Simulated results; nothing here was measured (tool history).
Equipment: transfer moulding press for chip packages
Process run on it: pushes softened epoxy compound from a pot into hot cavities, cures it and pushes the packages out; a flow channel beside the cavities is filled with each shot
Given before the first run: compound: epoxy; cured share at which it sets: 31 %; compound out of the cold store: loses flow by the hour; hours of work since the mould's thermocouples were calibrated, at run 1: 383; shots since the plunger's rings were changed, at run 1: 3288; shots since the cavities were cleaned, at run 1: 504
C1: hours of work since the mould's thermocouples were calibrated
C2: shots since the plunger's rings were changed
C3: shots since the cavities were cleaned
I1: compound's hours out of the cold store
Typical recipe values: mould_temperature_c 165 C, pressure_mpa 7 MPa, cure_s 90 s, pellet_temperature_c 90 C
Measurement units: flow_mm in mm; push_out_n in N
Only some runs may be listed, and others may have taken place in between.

{"run": 1, "hour": 0.0, "mould_temperature_c": 165, "pressure_mpa": 7, "cure_s": 90, "pellet_temperature_c": 90, "C1": 383, "C2": 3288, "C3": 504, "I1": 27.8, "flow_mm": 604, "push_out_n": 811}
{"run": 2, "hour": 44.3, "mould_temperature_c": 165, "pressure_mpa": 7, "cure_s": 90, "pellet_temperature_c": 100, "C1": 403, "C2": 3644, "C3": 860, "I1": 36.8, "flow_mm": 569, "push_out_n": 884}
{"hour": 79.3, "done": "cavities cleaned with cleaning compound and waxed"}
{"run": 3, "hour": 82.0, "mould_temperature_c": 165, "pressure_mpa": 7, "cure_s": 90, "pellet_temperature_c": 100, "C1": 419, "C2": 3934, "C3": 21, "I1": 43.2, "flow_mm": 547, "push_out_n": 1035}
{"hour": 101.5, "done": "plunger's sealing rings changed"}
{"run": 4, "hour": 132.4, "mould_temperature_c": 165, "pressure_mpa": 7, "cure_s": 90, "pellet_temperature_c": 100, "C1": 441, "C2": 247, "C3": 405, "I1": 9.5, "flow_mm": 688, "push_out_n": 1144}
{"run": 5, "hour": 157.7, "mould_temperature_c": 165, "pressure_mpa": 7, "cure_s": 90, "pellet_temperature_c": 100, "C1": 452, "C2": 450, "C3": 608, "I1": 12.3, "flow_mm": 678, "push_out_n": 1108}
{"run": 6, "hour": 208.1, "mould_temperature_c": 161, "pressure_mpa": 7, "cure_s": 90, "pellet_temperature_c": 100, "C1": 474, "C2": 855, "C3": 1013, "I1": 46.9, "flow_mm": 558, "push_out_n": 1326}
{"hour": 222.8, "done": "cavities cleaned with cleaning compound and waxed"}
{"run": 7, "hour": 260.9, "mould_temperature_c": 161, "pressure_mpa": 7, "cure_s": 90, "pellet_temperature_c": 100, "C1": 497, "C2": 1266, "C3": 306, "I1": 36.9, "flow_mm": 592, "push_out_n": 900}
{"run": 8, "hour": 298.0, "mould_temperature_c": 168, "pressure_mpa": 7, "cure_s": 90, "pellet_temperature_c": 100, "C1": 514, "C2": 1564, "C3": 604, "I1": 11.2, "flow_mm": 667, "push_out_n": 790}
{"run": 9, "hour": 322.1, "mould_temperature_c": 168, "pressure_mpa": 7, "cure_s": 90, "pellet_temperature_c": 100, "C1": 525, "C2": 1757, "C3": 797, "I1": 38.1, "flow_mm": 566, "push_out_n": 782}
{"hour": 361.8, "done": "cavities cleaned with cleaning compound and waxed, once more"}
{"run": 10, "hour": 363.0, "mould_temperature_c": 168, "pressure_mpa": 7, "cure_s": 90, "pellet_temperature_c": 100, "C1": 542, "C2": 2073, "C3": 10, "I1": 36.1, "flow_mm": 573, "push_out_n": 486}
{"run": 11, "hour": 384.2, "mould_temperature_c": 168, "pressure_mpa": 7, "cure_s": 90, "pellet_temperature_c": 100, "C1": 552, "C2": 2244, "C3": 181, "I1": 27, "flow_mm": 602, "push_out_n": 594}
{"run": 12, "hour": 434.2, "mould_temperature_c": 165, "pressure_mpa": 7, "cure_s": 71, "pellet_temperature_c": 90, "C1": 574, "C2": 2644, "C3": 581, "I1": 43.5, "flow_mm": 553, "push_out_n": 1235}
{"run": 13, "hour": 457.7, "mould_temperature_c": 165, "pressure_mpa": 7, "cure_s": 71, "pellet_temperature_c": 90, "C1": 584, "C2": 2833, "C3": 770, "I1": 26.7, "flow_mm": 612, "push_out_n": 1490}
{"hour": 503.7, "done": "cavities cleaned with cleaning compound and waxed"}
{"run": 14, "hour": 503.7, "mould_temperature_c": 165, "pressure_mpa": 7, "cure_s": 71, "pellet_temperature_c": 90, "C1": 604, "C2": 3190, "C3": 0, "I1": 45.9, "flow_mm": 542, "push_out_n": 814}
{"run": 15, "hour": 527.4, "mould_temperature_c": 165, "pressure_mpa": 6.57, "cure_s": 71, "pellet_temperature_c": 88, "C1": 615, "C2": 3381, "C3": 191, "I1": 37.2, "flow_mm": 552, "push_out_n": 1058}
{"run": 16, "hour": 553.0, "mould_temperature_c": 165, "pressure_mpa": 6.57, "cure_s": 71, "pellet_temperature_c": 88, "C1": 626, "C2": 3586, "C3": 396, "I1": 32, "flow_mm": 569, "push_out_n": 1286}
{"run": 17, "hour": 595.0, "mould_temperature_c": 165, "pressure_mpa": 6.57, "cure_s": 71, "pellet_temperature_c": 88, "C1": 645, "C2": 3923, "C3": 733, "I1": 11.6, "flow_mm": 638, "push_out_n": 1583}
{"hour": 614.9, "done": "plunger's sealing rings changed"}
{"run": 18, "hour": 637.7, "mould_temperature_c": 165, "pressure_mpa": 7, "cure_s": 71, "pellet_temperature_c": 86, "C1": 663, "C2": 182, "C3": 1055, "I1": 41.5, "flow_mm": 574, "push_out_n": 1579}
{"hour": 650.0, "done": "cavities cleaned with cleaning compound and waxed"}
{"run": 19, "hour": 677.5, "mould_temperature_c": 161, "pressure_mpa": 7, "cure_s": 90, "pellet_temperature_c": 90, "C1": 680, "C2": 489, "C3": 220, "I1": 35.5, "flow_mm": 603, "push_out_n": 895}
{"run": 20, "hour": 718.0, "mould_temperature_c": 165, "pressure_mpa": 5.9, "cure_s": 81, "pellet_temperature_c": 85, "C1": 698, "C2": 815, "C3": 546, "I1": 45, "flow_mm": 515, "push_out_n": 1043}
{"run": 21, "hour": 767.7, "mould_temperature_c": 166, "pressure_mpa": 7, "cure_s": 82, "pellet_temperature_c": 82, "C1": 720, "C2": 1214, "C3": 945, "I1": 13.6, "flow_mm": 670, "push_out_n": 1187}
{"hour": 784.4, "done": "mould's thermocouples calibrated"}
{"hour": 793.3, "done": "cavities cleaned with cleaning compound and waxed"}
{"run": 22, "hour": 814.4, "mould_temperature_c": 171, "pressure_mpa": 7, "cure_s": 108, "pellet_temperature_c": 82, "C1": 13, "C2": 1560, "C3": 169, "I1": 34, "flow_mm": 575, "push_out_n": 500}
{"run": 23, "hour": 848.4, "mould_temperature_c": 165, "pressure_mpa": 5.42, "cure_s": 90, "pellet_temperature_c": 85, "C1": 28, "C2": 1833, "C3": 442, "I1": 20.5, "flow_mm": 561, "push_out_n": 782}
{"run": 24, "hour": 895.0, "mould_temperature_c": 168, "pressure_mpa": 6.38, "cure_s": 90, "pellet_temperature_c": 90, "C1": 49, "C2": 2207, "C3": 816, "I1": 33, "flow_mm": 557, "push_out_n": 777}
{"run": 25, "hour": 920.9, "mould_temperature_c": 173, "pressure_mpa": 8.61, "cure_s": 73, "pellet_temperature_c": 91, "C1": 60, "C2": 2414, "C3": 1023, "I1": 47.8, "flow_mm": 578, "push_out_n": 846}
{"hour": 934.7, "done": "cavities cleaned with cleaning compound and waxed"}
{"run": 26, "hour": 946.4, "mould_temperature_c": 163, "pressure_mpa": 8.03, "cure_s": 77, "pellet_temperature_c": 87, "C1": 71, "C2": 2607, "C3": 94, "I1": 27.2, "flow_mm": 652, "push_out_n": 895}
{"run": 27, "hour": 984.4, "mould_temperature_c": 165, "pressure_mpa": 6.13, "cure_s": 90, "pellet_temperature_c": 93, "C1": 88, "C2": 2912, "C3": 399, "I1": 13, "flow_mm": 618, "push_out_n": 748}
{"run": 28, "hour": 1031.1, "mould_temperature_c": 160, "pressure_mpa": 7, "cure_s": 90, "pellet_temperature_c": 84, "C1": 109, "C2": 3286, "C3": 773, "I1": 25.4, "flow_mm": 621, "push_out_n": 1199}

Predict each of these 3 candidate next runs independently; none follows another, all start after run 28:
{"hour": 1076.3, "done": "cavities cleaned with cleaning compound and waxed"}
{"run": "A", "hour": 1077.7, "mould_temperature_c": 165, "pressure_mpa": 7, "cure_s": 83, "pellet_temperature_c": 90, "C1": 129, "C2": 3648, "C3": 11, "I1": 28.2, "flow_mm": "?", "push_out_n": "?"}
{"hour": 1076.3, "done": "cavities cleaned with cleaning compound and waxed"}
{"run": "B", "hour": 1077.7, "mould_temperature_c": 159, "pressure_mpa": 7, "cure_s": 90, "pellet_temperature_c": 95, "C1": 129, "C2": 3648, "C3": 11, "I1": 30, "flow_mm": "?", "push_out_n": "?"}
{"hour": 1076.3, "done": "cavities cleaned with cleaning compound and waxed"}
{"run": "C", "hour": 1077.7, "mould_temperature_c": 172, "pressure_mpa": 7, "cure_s": 90, "pellet_temperature_c": 84, "C1": 129, "C2": 3648, "C3": 11, "I1": 30, "flow_mm": "?", "push_out_n": "?"}

run=A flow_mm=593 push_out_n=580
run=B flow_mm=606 push_out_n=712
run=C flow_mm=571 push_out_n=435
What these runs would have given with no unlogged condition in the tool:
run=A flow_mm=615 push_out_n=563
run=B flow_mm=629 push_out_n=692
run=C flow_mm=592 push_out_n=422
